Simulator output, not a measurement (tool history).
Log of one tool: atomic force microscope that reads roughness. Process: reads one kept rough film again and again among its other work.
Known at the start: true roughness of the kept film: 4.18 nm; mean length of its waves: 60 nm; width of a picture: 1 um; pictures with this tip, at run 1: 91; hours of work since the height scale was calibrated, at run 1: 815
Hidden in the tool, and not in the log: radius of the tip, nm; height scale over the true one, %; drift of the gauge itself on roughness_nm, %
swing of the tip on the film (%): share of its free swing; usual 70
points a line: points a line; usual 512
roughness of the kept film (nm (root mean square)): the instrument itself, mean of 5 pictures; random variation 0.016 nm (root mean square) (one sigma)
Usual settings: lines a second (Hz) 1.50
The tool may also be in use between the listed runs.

run,hour,lines a second (Hz),swing of the tip on the film (%),points a line,pictures with this tip,hours of work since the height scale was calibrated,roughness of the kept film (nm (root mean square))
1,0.0,1.50,70,512,91,815,3.796
2,34.0,1.50,70,512,153,836,3.788
3,64.1,1.50,70,512,209,854,3.697
4,107.3,1.50,70,512,288,880,3.717
5,134.3,1.50,70,512,337,897,3.661
# hour 148.7: new tip fitted
6,179.2,1.50,70,512,56,923,3.781
7,200.4,1.50,70,512,95,936,3.765
8,230.3,1.50,70,512,149,954,3.749
9,268.7,1.50,70,512,220,977,3.687
10,296.8,1.50,70,512,271,995,3.670
11,339.0,1.50,70,512,349,1020,3.640
# hour 348.2: new tip fitted
12,386.0,1.50,70,820,69,1048,3.811
# hour 389.5: height scale calibrated on a step standard
13,406.0,1.50,70,820,104,10,3.788
14,441.5,1.50,70,820,169,31,3.741
15,479.4,1.50,70,512,238,54,3.706
16,519.3,3.63,70,512,311,78,3.332
# hour 549.1: new tip fitted
17,559.2,3.63,70,512,19,102,3.481
# hour 580.8: height scale calibrated on a step standard, once more
18,606.1,3.63,70,512,103,15,3.406
19,639.3,3.63,70,512,163,35,3.393
20,670.2,3.63,70,512,220,54,3.368
21,698.7,0.60,63,871,272,71,3.878
22,726.9,0.53,70,512,324,88,3.810
# hour 748.3: new tip fitted
23,759.6,0.77,70,649,21,108,3.931
24,788.4,1.52,90,292,74,125,3.358
25,815.0,1.03,62,899,123,141,3.912
26,834.8,2.24,71,322,159,153,3.575
27,878.9,1.90,58,524,240,180,3.789
28,914.7,3.87,65,512,305,202,3.453
# hour 947.5: new tip fitted
29,952.6,1.50,70,500,9,224,3.812
30,983.8,3.35,56,537,66,243,3.789
31,1006.8,1.50,69,512,108,257,3.764
32,1031.2,1.50,69,512,153,272,3.723
33,1051.9,1.50,81,742,191,284,3.502
34,1089.1,0.63,84,383,259,307,3.674
35,1122.4,1.28,61,525,320,327,3.779
# hour 1147.7: new tip fitted
36,1166.0,0.95,78,342,33,353,3.787

4 ways to go on from here, each from the tool as it stands after run 36. What would each give?
A,1207.5,0.79,59,342,109,378,?
B,1207.5,1.96,70,512,109,378,?
C,1207.5,3.46,78,342,109,378,?
D,1207.5,0.95,76,458,109,378,?

run,roughness of the kept film (nm (root mean square))
A,3.962
B,3.650
C,3.163
D,3.794
Without the tool's hidden state the same runs would have given:
run,roughness of the kept film (nm (root mean square))
A,4.009
B,3.694
C,3.201
D,3.839

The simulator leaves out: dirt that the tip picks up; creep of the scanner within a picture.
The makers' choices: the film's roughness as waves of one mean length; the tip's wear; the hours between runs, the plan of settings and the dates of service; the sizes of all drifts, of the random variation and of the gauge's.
